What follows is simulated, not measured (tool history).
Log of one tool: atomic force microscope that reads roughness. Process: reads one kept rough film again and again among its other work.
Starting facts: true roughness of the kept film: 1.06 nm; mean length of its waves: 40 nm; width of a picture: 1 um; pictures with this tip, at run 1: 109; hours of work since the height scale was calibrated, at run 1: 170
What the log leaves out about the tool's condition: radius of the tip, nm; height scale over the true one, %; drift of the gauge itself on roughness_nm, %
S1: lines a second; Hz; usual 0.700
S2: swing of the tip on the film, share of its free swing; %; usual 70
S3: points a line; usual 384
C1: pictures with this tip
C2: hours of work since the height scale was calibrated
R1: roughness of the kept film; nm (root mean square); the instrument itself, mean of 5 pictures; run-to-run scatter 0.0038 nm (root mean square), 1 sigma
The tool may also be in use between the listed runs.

| run | hour | S1 | S2 | S3 | C1 | C2 | R1 |
|---|---|---|---|---|---|---|---|
| 1 | 0.0 | 0.700 | 70 | 384 | 109 | 170 | 0.974 |
|  | 3.8 | new tip fitted |
| 2 | 14.9 | 0.700 | 70 | 372 | 11 | 178 | 1.008 |
| 3 | 26.2 | 0.700 | 70 | 372 | 22 | 184 | 1.005 |
| 4 | 38.4 | 0.700 | 70 | 372 | 35 | 191 | 0.998 |
| 5 | 51.2 | 0.700 | 70 | 372 | 48 | 198 | 0.990 |
| 6 | 64.1 | 0.700 | 70 | 372 | 61 | 205 | 0.990 |
| 7 | 73.1 | 0.700 | 70 | 372 | 70 | 210 | 0.987 |
| 8 | 80.1 | 0.700 | 60 | 384 | 77 | 214 | 0.993 |
| 9 | 90.7 | 0.700 | 60 | 384 | 88 | 220 | 0.983 |
| 10 | 99.2 | 0.700 | 60 | 384 | 97 | 225 | 0.983 |
| 11 | 106.7 | 0.700 | 70 | 384 | 104 | 229 | 0.973 |
|  | 114.6 | new tip fitted |
| 12 | 118.2 | 0.700 | 70 | 384 | 4 | 235 | 1.013 |
|  | 120.1 | height scale calibrated on a step standard |
| 13 | 125.4 | 0.700 | 70 | 384 | 10 | 3 | 1.005 |
| 14 | 139.2 | 0.724 | 70 | 384 | 24 | 11 | 1.004 |
| 15 | 151.3 | 0.724 | 70 | 384 | 36 | 17 | 0.999 |
| 16 | 164.9 | 0.776 | 65 | 384 | 50 | 25 | 1.000 |
| 17 | 178.1 | 3.073 | 59 | 273 | 64 | 32 | 0.960 |
| 18 | 187.4 | 3.073 | 59 | 273 | 73 | 38 | 0.971 |
| 19 | 196.4 | 3.073 | 59 | 273 | 82 | 43 | 0.958 |
|  | 208.6 | height scale calibrated on a step standard, once more |
| 20 | 211.4 | 3.073 | 59 | 273 | 97 | 2 | 0.960 |
| 21 | 223.4 | 1.198 | 65 | 562 | 109 | 8 | 0.970 |
|  | 226.6 | new tip fitted |
| 22 | 234.1 | 1.290 | 65 | 324 | 7 | 14 | 1.006 |
| 23 | 240.6 | 2.386 | 89 | 357 | 14 | 18 | 0.911 |
| 24 | 247.2 | 2.386 | 86 | 357 | 21 | 21 | 0.924 |
| 25 | 257.5 | 2.019 | 65 | 384 | 31 | 27 | 0.991 |
| 26 | 270.5 | 2.019 | 65 | 384 | 44 | 34 | 0.978 |

Run 27 is up next; what results do you expect?
| 27 | 277.7 | 1.926 | 65 | 776 | 52 | 38 | ? |

R1: 0.980 nm (root mean square)
Were there no unlogged condition in the tool, this run, its random variation unchanged, would have produced R1 1.001 nm (root mean square).
